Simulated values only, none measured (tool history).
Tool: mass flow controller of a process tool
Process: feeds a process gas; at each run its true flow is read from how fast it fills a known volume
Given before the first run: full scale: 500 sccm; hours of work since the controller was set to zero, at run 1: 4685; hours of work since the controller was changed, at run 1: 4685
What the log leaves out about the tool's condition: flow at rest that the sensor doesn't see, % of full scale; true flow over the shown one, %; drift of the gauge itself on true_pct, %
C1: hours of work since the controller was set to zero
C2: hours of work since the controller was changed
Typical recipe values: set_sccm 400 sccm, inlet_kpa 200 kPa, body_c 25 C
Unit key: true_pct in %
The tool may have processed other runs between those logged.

run 1 hour=0.0 | set_sccm=400 inlet_kpa=200 body_c=25 | C1=4685 C2=4685 | true_pct=97.21
run 2 hour=186.7 | set_sccm=400 inlet_kpa=200 body_c=25 | C1=4826 C2=4826 | true_pct=97.05
run 3 hour=347.3 | set_sccm=400 inlet_kpa=191 body_c=25 | C1=4946 C2=4946 | true_pct=97.16
run 4 hour=482.2 | set_sccm=400 inlet_kpa=200 body_c=25 | C1=5048 C2=5048 | true_pct=96.99
run 5 hour=637.6 | set_sccm=400 inlet_kpa=200 body_c=25 | C1=5165 C2=5165 | true_pct=96.91
run 6 hour=909.0 | set_sccm=400 inlet_kpa=200 body_c=25 | C1=5368 C2=5368 | true_pct=96.77
run 7 hour=1140.5 | set_sccm=400 inlet_kpa=200 body_c=25 | C1=5542 C2=5542 | true_pct=96.80
run 8 hour=1318.4 | set_sccm=400 inlet_kpa=200 body_c=25 | C1=5676 C2=5676 | true_pct=96.79
run 9 hour=1505.5 | set_sccm=400 inlet_kpa=200 body_c=25 | C1=5817 C2=5817 | true_pct=96.67
run 10 hour=1654.1 | set_sccm=400 inlet_kpa=200 body_c=25 | C1=5928 C2=5928 | true_pct=96.54
run 11 hour=1799.9 | set_sccm=400 inlet_kpa=200 body_c=25 | C1=6038 C2=6038 | true_pct=96.49
run 12 hour=1984.7 | set_sccm=400 inlet_kpa=200 body_c=25 | C1=6177 C2=6177 | true_pct=96.56
run 13 hour=2273.0 | set_sccm=293 inlet_kpa=200 body_c=25 | C1=6393 C2=6393 | true_pct=95.48
run 14 hour=2488.4 | set_sccm=400 inlet_kpa=200 body_c=25 | C1=6555 C2=6555 | true_pct=96.26
run 15 hour=2623.6 | set_sccm=400 inlet_kpa=200 body_c=26 | C1=6657 C2=6657 | true_pct=96.17
run 16 hour=2787.1 | set_sccm=400 inlet_kpa=199 body_c=26 | C1=6780 C2=6780 | true_pct=96.19
run 17 hour=2997.0 | set_sccm=400 inlet_kpa=199 body_c=26 | C1=6938 C2=6938 | true_pct=96.09
run 18 hour=3241.6 | set_sccm=400 inlet_kpa=200 body_c=25 | C1=7121 C2=7121 | true_pct=96.03
-- hour=3345.0 controller's zero set anew
run 19 hour=3504.9 | set_sccm=400 inlet_kpa=214 body_c=25 | C1=120 C2=7319 | true_pct=97.22
run 20 hour=3797.8 | set_sccm=400 inlet_kpa=214 body_c=25 | C1=340 C2=7539 | true_pct=97.09
run 21 hour=3920.1 | set_sccm=400 inlet_kpa=214 body_c=25 | C1=432 C2=7631 | true_pct=97.17
run 22 hour=4195.6 | set_sccm=400 inlet_kpa=214 body_c=25 | C1=639 C2=7838 | true_pct=97.03
run 23 hour=4369.3 | set_sccm=400 inlet_kpa=214 body_c=25 | C1=770 C2=7968 | true_pct=96.87
run 24 hour=4544.0 | set_sccm=400 inlet_kpa=214 body_c=25 | C1=901 C2=8100 | true_pct=96.87
run 25 hour=4783.0 | set_sccm=400 inlet_kpa=146 body_c=22 | C1=1081 C2=8279 | true_pct=96.81
run 26 hour=5033.8 | set_sccm=400 inlet_kpa=218 body_c=30 | C1=1269 C2=8468 | true_pct=97.07
run 27 hour=5293.2 | set_sccm=117 inlet_kpa=210 body_c=25 | C1=1464 C2=8663 | true_pct=95.03
run 28 hour=5480.2 | set_sccm=439 inlet_kpa=200 body_c=22 | C1=1605 C2=8803 | true_pct=96.37
run 29 hour=5708.9 | set_sccm=85 inlet_kpa=200 body_c=25 | C1=1776 C2=8975 | true_pct=94.02
run 30 hour=5917.0 | set_sccm=85 inlet_kpa=200 body_c=25 | C1=1933 C2=9132 | true_pct=93.97
run 31 hour=6079.4 | set_sccm=85 inlet_kpa=200 body_c=25 | C1=2055 C2=9254 | true_pct=93.82
run 32 hour=6233.2 | set_sccm=85 inlet_kpa=258 body_c=25 | C1=2170 C2=9369 | true_pct=93.43
run 33 hour=6409.9 | set_sccm=251 inlet_kpa=180 body_c=25 | C1=2303 C2=9502 | true_pct=95.35
run 34 hour=6553.1 | set_sccm=251 inlet_kpa=180 body_c=25 | C1=2411 C2=9610 | true_pct=95.61
run 35 hour=6820.7 | set_sccm=251 inlet_kpa=180 body_c=25 | C1=2612 C2=9811 | true_pct=95.39
run 36 hour=7033.3 | set_sccm=251 inlet_kpa=277 body_c=25 | C1=2772 C2=9970 | true_pct=94.86
run 37 hour=7219.4 | set_sccm=251 inlet_kpa=277 body_c=30 | C1=2912 C2=10110 | true_pct=95.21
run 38 hour=7393.8 | set_sccm=123 inlet_kpa=254 body_c=22 | C1=3043 C2=10241 | true_pct=93.08
run 39 hour=7687.4 | set_sccm=123 inlet_kpa=254 body_c=22 | C1=3263 C2=10462 | true_pct=92.92
run 40 hour=7873.5 | set_sccm=123 inlet_kpa=254 body_c=22 | C1=3403 C2=10602 | true_pct=92.71
run 41 hour=8022.7 | set_sccm=123 inlet_kpa=254 body_c=22 | C1=3515 C2=10714 | true_pct=92.65
run 42 hour=8254.0 | set_sccm=469 inlet_kpa=255 body_c=33 | C1=3689 C2=10888 | true_pct=96.38
run 43 hour=8426.5 | set_sccm=104 inlet_kpa=146 body_c=21 | C1=3819 C2=11017 | true_pct=92.22
run 44 hour=8557.5 | set_sccm=400 inlet_kpa=200 body_c=31 | C1=3917 C2=11116 | true_pct=95.95
run 45 hour=8770.2 | set_sccm=400 inlet_kpa=200 body_c=30 | C1=4077 C2=11276 | true_pct=95.97
run 46 hour=9063.3 | set_sccm=335 inlet_kpa=262 body_c=37 | C1=4297 C2=11496 | true_pct=95.73
run 47 hour=9344.1 | set_sccm=335 inlet_kpa=257 body_c=37 | C1=4508 C2=11707 | true_pct=95.60

5 options for the next run, each taken on its own from the tool as it stands now. Forecast them:
run A hour=9627.3 | set_sccm=179 inlet_kpa=143 body_c=25 | C1=4721 C2=11920 | true_pct=?
run B hour=9627.3 | set_sccm=400 inlet_kpa=200 body_c=25 | C1=4721 C2=11920 | true_pct=?
run C hour=9627.3 | set_sccm=55 inlet_kpa=207 body_c=24 | C1=4721 C2=11920 | true_pct=?
run D hour=9627.3 | set_sccm=400 inlet_kpa=232 body_c=25 | C1=4721 C2=11920 | true_pct=?
run E hour=9627.3 | set_sccm=349 inlet_kpa=200 body_c=25 | C1=4721 C2=11920 | true_pct=?

run=A true_pct=93.29
run=B true_pct=95.09
run=C true_pct=87.76
run=D true_pct=94.98
run=E true_pct=94.75
Take away the tool's hidden state, keep each run's random variation, and the runs would have read:
run=A true_pct=99.19
run=B true_pct=99.78
run=C true_pct=98.57
run=D true_pct=99.68
run=E true_pct=99.59
